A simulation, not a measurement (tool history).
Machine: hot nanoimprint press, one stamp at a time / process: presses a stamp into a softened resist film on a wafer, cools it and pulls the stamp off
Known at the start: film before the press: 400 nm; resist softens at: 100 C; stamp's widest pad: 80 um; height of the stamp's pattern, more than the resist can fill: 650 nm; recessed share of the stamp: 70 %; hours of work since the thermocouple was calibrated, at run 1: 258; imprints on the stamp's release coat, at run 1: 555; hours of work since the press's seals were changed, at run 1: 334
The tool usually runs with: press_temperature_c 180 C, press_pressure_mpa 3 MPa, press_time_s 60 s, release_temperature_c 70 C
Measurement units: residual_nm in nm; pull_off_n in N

run,day,press_temperature_c,press_pressure_mpa,press_time_s,release_temperature_c,hours of work since the thermocouple was calibrated,imprints on the stamp's release coat,hours of work since the press's seals were changed,residual_nm,pull_off_n
1,0,180,3,60,70,258,555,334,221.1,210
2,0.3,180,3,60,70,262,585,339,221.3,211
3,0.821,180,3,60,70,270,639,347,221,205
4,1.154,180,3,60,70,276,674,353,220.4,212
5,1.5,180,3,60,70,281,710,358,221.3,215
6,1.838,180,3,60,70,287,745,363,221,205
7,2.288,180,3,60,70,294,791,371,218.3,210
8,2.733,180,3,60,70,301,838,378,218.9,203
9,3.038,184,3,60,70,306,869,382,197,204
10,3.525,180,3,60,70,313,920,390,219.9,215
11,3.954,180,3,117,70,320,964,397,172.6,212
12,4.25,180,3,117,70,325,994,402,173.5,210

Run 13 is up next; what results do you expect?
13,4.825,188,1.82,48,77,334,1054,411,?,?

{"run 13": {"residual_nm": 232.8, "pull_off_n": 194}}
On a tool with no hidden condition, and with the same random variation, this run would have come out at residual_nm 234.3 nm, pull_off_n 193 N.
